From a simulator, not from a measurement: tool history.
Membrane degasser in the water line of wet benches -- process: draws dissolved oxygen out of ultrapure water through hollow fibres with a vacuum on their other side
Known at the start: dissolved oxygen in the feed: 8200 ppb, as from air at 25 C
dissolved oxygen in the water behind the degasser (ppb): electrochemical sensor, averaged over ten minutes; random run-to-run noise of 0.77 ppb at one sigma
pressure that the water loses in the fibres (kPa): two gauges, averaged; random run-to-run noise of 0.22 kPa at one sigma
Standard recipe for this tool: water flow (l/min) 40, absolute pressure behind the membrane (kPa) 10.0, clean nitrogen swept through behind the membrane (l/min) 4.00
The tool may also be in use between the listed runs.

run     day  water flow (l/min)  absolute pressure behind the membrane (kPa)  clean nitrogen swept through behind the membrane (l/min)  dissolved oxygen in the water behind the degasser (ppb)  pressure that the water loses in the fibres (kPa)
  1   0.000                  40                                         10.0                                                      4.00                                                    162.6                                              54.65
  2   1.392                  40                                         10.0                                                      4.00                                                    162.6                                              54.67
  3   2.971                  40                                         10.0                                                      4.00                                                    162.7                                              54.80
  4   4.504                  40                                         10.0                                                      4.00                                                    161.9                                              54.92
  5   5.892                  40                                         10.0                                                      2.21                                                    275.6                                              55.06
  6   7.788                  40                                         10.0                                                      2.21                                                    275.1                                              54.71
  7   8.633                  40                                         10.0                                                      2.21                                                    271.7                                              55.08
  8  10.154                  40                                         10.0                                                      4.00                                                    161.6                                              54.64
  9  11.450                  40                                         10.0                                                      4.00                                                    161.3                                              54.98
 10  12.588                  40                                         10.0                                                      4.00                                                    161.8                                              54.68
 11  14.508                  40                                         10.0                                                      4.00                                                    161.9                                              55.17
 12  15.758                  40                                         10.0                                                      4.00                                                    161.8                                              54.92
 13  17.625                  40                                         10.0                                                      4.00                                                    162.1                                              54.69
 14  19.429                  40                                         10.0                                                      4.00                                                    162.5                                              55.28
 15  21.154                  40                                         10.0                                                      4.00                                                    162.1                                              54.95
 16  22.192                  40                                         10.0                                                      4.00                                                    162.0                                              54.76
 17  24.033                  40                                         10.0                                                      2.54                                                    241.9                                              54.78
 18  25.379                  63                                         10.0                                                      2.82                                                    337.3                                              86.70
 19  27.288                  39                                         11.8                                                      3.07                                                    250.7                                              53.44
 20  28.725                  39                                         11.8                                                      3.07                                                    251.1                                              53.42
 21  30.454                  39                                         11.8                                                      3.07                                                    252.7                                              53.96
 22  31.650                  24                                         10.8                                                      4.00                                                    110.2                                              33.18
 23  32.575                  27                                         20.8                                                      4.16                                                    268.4                                              36.96
 24  33.967                  27                                         20.8                                                      8.59                                                    135.2                                              36.78
 25  35.404                  29                                         11.6                                                      3.28                                                    176.2                                              39.99
 26  36.858                  52                                         11.2                                                      1.73                                                    493.4                                              70.86
 27  38.329                  64                                         23.0                                                      8.08                                                    375.8                                              87.96
 28  40.121                  61                                         19.6                                                      6.69                                                    356.3                                              83.86
 29  41.425                  61                                         19.6                                                      6.69                                                    357.9                                              84.04
 30  42.425                  32                                         10.9                                                     10.57                                                     59.7                                              43.69
 31  44.062                  50                                         10.0                                                      4.87                                                    170.7                                              68.60

Alternative continuations, all from the tool just after run 31; predict every row:
  A  45.883                  34                                         10.0                                                      4.87                                                        ?                                                  ?
  B  45.883                  44                                         10.0                                                      4.00                                                        ?                                                  ?
  C  45.883                  44                                          7.8                                                      4.87                                                        ?                                                  ?
  D  45.883                  33                                          9.7                                                      9.50                                                        ?                                                  ?
  E  45.883                  50                                         11.4                                                      4.87                                                        ?                                                  ?

run  dissolved oxygen in the water behind the degasser (ppb)  pressure that the water loses in the fibres (kPa)
  A                                                    116.3                                              46.32
  B                                                    179.9                                              60.41
  C                                                    104.2                                              60.95
  D                                                     57.5                                              45.10
  E                                                    203.1                                              68.86
With no hidden state in the tool, these same runs would have given:
run  dissolved oxygen in the water behind the degasser (ppb)  pressure that the water loses in the fibres (kPa)
  A                                                    116.3                                              46.30
  B                                                    179.8                                              60.39
  C                                                    104.1                                              60.93
  D                                                     57.5                                              45.08
  E                                                    203.0                                              68.83

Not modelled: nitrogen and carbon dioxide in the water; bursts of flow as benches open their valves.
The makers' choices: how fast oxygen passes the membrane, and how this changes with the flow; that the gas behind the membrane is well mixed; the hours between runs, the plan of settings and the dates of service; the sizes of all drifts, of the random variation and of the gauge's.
